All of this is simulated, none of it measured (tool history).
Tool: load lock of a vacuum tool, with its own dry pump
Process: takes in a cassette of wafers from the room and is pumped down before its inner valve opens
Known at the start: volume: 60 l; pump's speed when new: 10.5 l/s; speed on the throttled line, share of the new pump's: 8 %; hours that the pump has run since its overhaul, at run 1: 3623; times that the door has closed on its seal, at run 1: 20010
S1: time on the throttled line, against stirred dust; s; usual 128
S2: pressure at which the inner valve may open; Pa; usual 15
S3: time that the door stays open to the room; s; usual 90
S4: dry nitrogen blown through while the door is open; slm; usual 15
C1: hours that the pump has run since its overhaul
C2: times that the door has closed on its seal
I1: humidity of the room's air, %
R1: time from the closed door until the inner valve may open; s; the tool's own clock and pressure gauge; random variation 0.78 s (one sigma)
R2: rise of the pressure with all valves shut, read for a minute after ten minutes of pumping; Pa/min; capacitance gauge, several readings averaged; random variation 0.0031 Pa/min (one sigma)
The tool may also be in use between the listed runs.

Run 1, hour 0.0: usual settings; C1 3623; C2 20010; I1 48.2. Result: R1 167.6 s, R2 0.165 Pa/min.
Run 2, hour 281.8: usual settings; C1 3905; C2 20601; I1 46.1. Result: R1 167.6 s, R2 0.168 Pa/min.
Run 3, hour 716.0: usual settings but S2 14 Pa; C1 4339; C2 21510; I1 51.3. Result: R1 169.0 s, R2 0.180 Pa/min.
Run 4, hour 1052.5: usual settings; C1 4675; C2 22215; I1 43.7. Result: R1 170.3 s, R2 0.175 Pa/min.
Run 5, hour 1399.6: usual settings; C1 5023; C2 22943; I1 47.3. Result: R1 170.2 s, R2 0.180 Pa/min.
Run 6, hour 1715.6: usual settings; C1 5339; C2 23605; I1 43.0. Result: R1 169.9 s, R2 0.170 Pa/min.
Run 7, hour 2108.0: usual settings; C1 5731; C2 24427; I1 45.0. Result: R1 168.4 s, R2 0.187 Pa/min.
Run 8, hour 2403.2: usual settings; C1 6026; C2 25045; I1 41.7. Result: R1 172.5 s, R2 0.179 Pa/min.
Run 9, hour 2752.2: usual settings; C1 6375; C2 25776; I1 46.4. Result: R1 169.9 s, R2 0.197 Pa/min.
Run 10, hour 3196.3: usual settings; C1 6819; C2 26707; I1 43.7. Result: R1 169.9 s, R2 0.204 Pa/min.
Run 11, hour 3625.7: usual settings; C1 7249; C2 27607; I1 45.0. Result: R1 171.3 s, R2 0.213 Pa/min.
Run 12, hour 4038.8: usual settings; C1 7662; C2 28472; I1 47.7. Result: R1 171.8 s, R2 0.224 Pa/min.
Run 13, hour 4479.7: usual settings; C1 8103; C2 29396; I1 44.9. Result: R1 170.9 s, R2 0.222 Pa/min.
At hour 4777.9: door's seal changed, seat wiped.
Run 14, hour 4879.4: usual settings but S1 170 s, S4 7 slm; C1 8501; C2 212; I1 44.8. Result: R1 209.9 s, R2 0.076 Pa/min.
Run 15, hour 5536.8: usual settings but S1 170 s, S4 7 slm; C1 9158; C2 1590; I1 44.8. Result: R1 209.5 s, R2 0.075 Pa/min.
Run 16, hour 5968.1: usual settings but S1 151 s, S2 13 Pa, S4 28 slm; C1 9590; C2 2493; I1 41.6. Result: R1 194.3 s, R2 0.051 Pa/min.
Run 17, hour 6499.2: usual settings but S1 151 s, S2 13 Pa, S4 28 slm; C1 10121; C2 3606; I1 48.1. Result: R1 193.8 s, R2 0.057 Pa/min.
Run 18, hour 6786.4: usual settings but S1 151 s, S2 13 Pa, S4 28 slm; C1 10408; C2 4208; I1 41.3. Result: R1 194.3 s, R2 0.056 Pa/min.
Run 19, hour 7286.0: usual settings but S1 121 s; C1 10907; C2 5255; I1 45.8. Result: R1 164.7 s, R2 0.075 Pa/min.
Run 20, hour 7682.3: usual settings but S1 121 s, S2 14 Pa; C1 11304; C2 6085; I1 47.8. Result: R1 166.5 s, R2 0.080 Pa/min.
Run 21, hour 8333.5: usual settings but S1 147 s, S2 22 Pa, S3 28 s, S4 43 slm; C1 11955; C2 7449; I1 42.1. Result: R1 188.5 s, R2 0.044 Pa/min.
Run 22, hour 8871.9: usual settings but S1 147 s, S2 22 Pa, S3 28 s, S4 43 slm; C1 12493; C2 8577; I1 45.3. Result: R1 188.0 s, R2 0.047 Pa/min.
Run 23, hour 9342.6: usual settings but S3 100 s; C1 12964; C2 9564; I1 45.9. Result: R1 173.2 s, R2 0.093 Pa/min.
Run 24, hour 9971.8: usual settings but S1 102 s, S4 11 slm; C1 13593; C2 10882; I1 43.1. Result: R1 151.3 s, R2 0.092 Pa/min.
Run 25, hour 10398.4: usual settings but S2 17 Pa, S3 157 s; C1 14020; C2 11776; I1 45.8. Result: R1 171.6 s, R2 0.111 Pa/min.
Run 26, hour 10945.6: usual settings but S1 224 s, S3 102 s; C1 14567; C2 12922; I1 43.2. Result: R1 262.5 s, R2 0.101 Pa/min.

Forecast each of these 5 alternatives for the next run:
Run A, hour 11518.8: usual settings but S1 108 s, S2 17 Pa, S3 194 s; C1 15140; C2 14123; I1 45.1. Result: R1 ?, R2 ?.
Run B, hour 11518.8: usual settings but S1 224 s, S3 102 s, S4 43 slm; C1 15140; C2 14123; I1 44.7. Result: R1 ?, R2 ?.
Run C, hour 11518.8: usual settings but S1 224 s, S2 16 Pa, S3 53 s; C1 15140; C2 14123; I1 45.8. Result: R1 ?, R2 ?.
Run D, hour 11518.8: usual settings but S1 119 s; C1 15140; C2 14123; I1 44.4. Result: R1 ?, R2 ?.
Run E, hour 11518.8: usual settings but S2 23 Pa; C1 15140; C2 14123; I1 44.4. Result: R1 ?, R2 ?.

run     R1     R2
  A  156.1  0.132
  B  260.7  0.091
  C  262.1  0.102
  D  166.9  0.105
  E  172.1  0.110
Without the tool's hidden state the same runs would have given:
run     R1     R2
  A  149.2  0.084
  B  255.3  0.042
  C  256.6  0.053
  D  160.0  0.056
  E  165.6  0.062
